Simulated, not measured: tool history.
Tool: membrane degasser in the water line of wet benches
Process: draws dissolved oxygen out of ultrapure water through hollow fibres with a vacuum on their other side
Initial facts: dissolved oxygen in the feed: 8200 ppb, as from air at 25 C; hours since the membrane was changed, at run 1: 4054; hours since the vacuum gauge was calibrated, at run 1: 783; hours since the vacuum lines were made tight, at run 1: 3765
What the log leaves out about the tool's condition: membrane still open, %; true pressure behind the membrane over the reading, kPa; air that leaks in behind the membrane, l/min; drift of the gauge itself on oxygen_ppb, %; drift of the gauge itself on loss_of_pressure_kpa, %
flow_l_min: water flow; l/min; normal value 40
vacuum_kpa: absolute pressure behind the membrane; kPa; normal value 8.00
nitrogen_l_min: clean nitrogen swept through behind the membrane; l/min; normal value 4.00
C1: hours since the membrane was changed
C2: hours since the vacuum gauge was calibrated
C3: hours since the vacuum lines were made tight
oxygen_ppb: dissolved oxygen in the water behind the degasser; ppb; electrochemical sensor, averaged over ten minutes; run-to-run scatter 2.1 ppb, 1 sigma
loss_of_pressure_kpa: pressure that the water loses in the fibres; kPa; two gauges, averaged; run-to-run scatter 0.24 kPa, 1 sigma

run 1 hour=0.0 | flow_l_min=40 vacuum_kpa=8.00 nitrogen_l_min=4.00 | C1=4054 C2=783 C3=3765 | oxygen_ppb=224.7 loss_of_pressure_kpa=66.63
run 2 hour=178.3 | flow_l_min=40 vacuum_kpa=8.00 nitrogen_l_min=4.00 | C1=4232 C2=961 C3=3943 | oxygen_ppb=223.3 loss_of_pressure_kpa=66.78
run 3 hour=299.4 | flow_l_min=40 vacuum_kpa=8.00 nitrogen_l_min=4.00 | C1=4353 C2=1082 C3=4064 | oxygen_ppb=224.2 loss_of_pressure_kpa=66.65
run 4 hour=454.0 | flow_l_min=40 vacuum_kpa=4.81 nitrogen_l_min=4.00 | C1=4508 C2=1237 C3=4219 | oxygen_ppb=150.3 loss_of_pressure_kpa=66.98
run 5 hour=584.7 | flow_l_min=40 vacuum_kpa=4.81 nitrogen_l_min=4.00 | C1=4639 C2=1367 C3=4349 | oxygen_ppb=152.3 loss_of_pressure_kpa=66.45
run 6 hour=728.6 | flow_l_min=40 vacuum_kpa=4.92 nitrogen_l_min=4.00 | C1=4783 C2=1511 C3=4493 | oxygen_ppb=152.1 loss_of_pressure_kpa=66.78
run 7 hour=913.2 | flow_l_min=40 vacuum_kpa=4.92 nitrogen_l_min=4.00 | C1=4967 C2=1696 C3=4678 | oxygen_ppb=156.2 loss_of_pressure_kpa=66.97
run 8 hour=1058.0 | flow_l_min=40 vacuum_kpa=12.75 nitrogen_l_min=4.00 | C1=5112 C2=1841 C3=4822 | oxygen_ppb=333.2 loss_of_pressure_kpa=67.05
run 9 hour=1149.6 | flow_l_min=38 vacuum_kpa=8.00 nitrogen_l_min=4.00 | C1=5204 C2=1932 C3=4914 | oxygen_ppb=213.0 loss_of_pressure_kpa=64.09
-- hour=1307.7 seals of the vacuum lines changed
run 10 hour=1336.3 | flow_l_min=46 vacuum_kpa=8.00 nitrogen_l_min=4.00 | C1=5388 C2=2117 C3=29 | oxygen_ppb=271.6 loss_of_pressure_kpa=77.22
run 11 hour=1449.8 | flow_l_min=45 vacuum_kpa=7.28 nitrogen_l_min=7.30 | C1=5502 C2=2230 C3=142 | oxygen_ppb=203.8 loss_of_pressure_kpa=75.80
run 12 hour=1546.9 | flow_l_min=62 vacuum_kpa=5.32 nitrogen_l_min=7.30 | C1=5599 C2=2327 C3=239 | oxygen_ppb=283.9 loss_of_pressure_kpa=104.64
run 13 hour=1627.7 | flow_l_min=62 vacuum_kpa=5.32 nitrogen_l_min=7.30 | C1=5680 C2=2408 C3=320 | oxygen_ppb=289.5 loss_of_pressure_kpa=103.91
run 14 hour=1804.4 | flow_l_min=34 vacuum_kpa=6.68 nitrogen_l_min=2.52 | C1=5856 C2=2585 C3=497 | oxygen_ppb=195.3 loss_of_pressure_kpa=57.23
run 15 hour=1979.1 | flow_l_min=34 vacuum_kpa=9.12 nitrogen_l_min=2.69 | C1=6031 C2=2760 C3=671 | oxygen_ppb=257.2 loss_of_pressure_kpa=57.53
run 16 hour=2069.8 | flow_l_min=34 vacuum_kpa=9.12 nitrogen_l_min=2.69 | C1=6122 C2=2850 C3=762 | oxygen_ppb=264.6 loss_of_pressure_kpa=57.79
run 17 hour=2211.4 | flow_l_min=57 vacuum_kpa=18.07 nitrogen_l_min=2.58 | C1=6263 C2=2992 C3=904 | oxygen_ppb=855.5 loss_of_pressure_kpa=96.88
run 18 hour=2394.9 | flow_l_min=57 vacuum_kpa=18.07 nitrogen_l_min=2.58 | C1=6447 C2=3175 C3=1087 | oxygen_ppb=844.3 loss_of_pressure_kpa=96.57

Some steps in oxygen_ppb between neighbouring runs. How much of each would the tool show without its hidden state too (settings, what came in, random variation), and how much is left for the hidden state, with any gauge scatter that isn't in both results?
Run 13 -> 14: flow_l_min 62 -> 34, vacuum_kpa 5.32 -> 6.68, nitrogen_l_min 7.30 -> 2.52. oxygen_ppb -94.2 ppb: hidden state -20.3, all else -73.9.
Run 16 -> 17: flow_l_min 34 -> 57, vacuum_kpa 9.12 -> 18.07, nitrogen_l_min 2.69 -> 2.58. oxygen_ppb +590.9 ppb: hidden state +15.9, all else +575.0.
